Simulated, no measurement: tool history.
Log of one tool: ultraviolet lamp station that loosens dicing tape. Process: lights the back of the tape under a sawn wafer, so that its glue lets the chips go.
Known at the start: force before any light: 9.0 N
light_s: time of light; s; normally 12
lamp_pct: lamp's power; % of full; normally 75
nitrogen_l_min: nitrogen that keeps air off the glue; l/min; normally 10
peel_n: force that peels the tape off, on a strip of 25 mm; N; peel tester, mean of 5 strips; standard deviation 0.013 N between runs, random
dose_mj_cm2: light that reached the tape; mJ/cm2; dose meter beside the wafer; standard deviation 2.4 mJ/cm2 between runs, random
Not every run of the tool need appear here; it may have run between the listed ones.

| run | hour | light_s | lamp_pct | nitrogen_l_min | peel_n | dose_mj_cm2 |
|---|---|---|---|---|---|---|
| 1 | 0 | 12 | 75 | 10 | 0.712 | 241 |
| 2 | 38.9 | 12 | 75 | 10 | 0.695 | 236 |
| 3 | 77.1 | 12 | 75 | 10 | 0.715 | 232 |
| 4 | 122.8 | 12 | 75 | 10 | 0.769 | 234 |
| 5 | 167.5 | 12 | 75 | 10 | 0.82 | 232 |
| 6 | 201.3 | 12 | 75 | 10 | 0.817 | 226 |
| 7 | 244.6 | 12 | 75 | 10 | 0.782 | 221 |
| 8 | 267 | 12 | 75 | 10 | 0.775 | 222 |
| 9 | 313 | 12 | 75 | 10 | 0.806 | 218 |
| 10 | 355.4 | 12 | 75 | 10 | 0.865 | 215 |
| 11 | 374.8 | 12 | 75 | 10 | 0.869 | 216 |
| 12 | 397.5 | 12 | 75 | 10 | 0.87 | 215 |
| 13 | 418.8 | 16 | 62 | 9 | 0.75 | 236 |
|  | 435.2 | window cleaned of glue's vapour |
| 14 | 457.3 | 12 | 88 | 12 | 0.675 | 237 |
| 15 | 483.2 | 12 | 94 | 7 | 0.765 | 252 |
| 16 | 507.5 | 12 | 94 | 7 | 0.777 | 250 |
| 17 | 527.1 | 10 | 72 | 10 | 1.533 | 155 |
| 18 | 562.7 | 11 | 74 | 5 | 1.633 | 176 |
| 19 | 597 | 11 | 74 | 5 | 1.752 | 175 |
| 20 | 615.8 | 11 | 74 | 5 | 1.78 | 172 |
|  | 623 | window cleaned of glue's vapour, once more |
| 21 | 658.3 | 11 | 74 | 5 | 1.183 | 214 |
| 22 | 703 | 11 | 74 | 5 | 1.227 | 211 |
| 23 | 728.6 | 11 | 74 | 5 | 1.278 | 211 |
| 24 | 771.5 | 11 | 74 | 5 | 1.243 | 209 |

Branching from run 24: 5 alternative next runs. What would each branch give?
| A | 792.3 | 11 | 74 | 16 | ? | ? |
| B | 792.3 | 12 | 74 | 5 | ? | ? |
| C | 792.3 | 8 | 93 | 16 | ? | ? |
| D | 792.3 | 9 | 79 | 18 | ? | ? |
| E | 792.3 | 11 | 81 | 16 | ? | ? |

| run | peel_n | dose_mj_cm2 |
|---|---|---|
| A | 0.77 | 211 |
| B | 1.087 | 230 |
| C | 0.884 | 192 |
| D | 0.948 | 183 |
| E | 0.62 | 229 |
Without the tool's hidden state the same runs would have given:
| run | peel_n | dose_mj_cm2 |
|---|---|---|
| A | 0.587 | 243 |
| B | 0.837 | 264 |
| C | 0.675 | 221 |
| D | 0.724 | 210 |
| E | 0.474 | 262 |

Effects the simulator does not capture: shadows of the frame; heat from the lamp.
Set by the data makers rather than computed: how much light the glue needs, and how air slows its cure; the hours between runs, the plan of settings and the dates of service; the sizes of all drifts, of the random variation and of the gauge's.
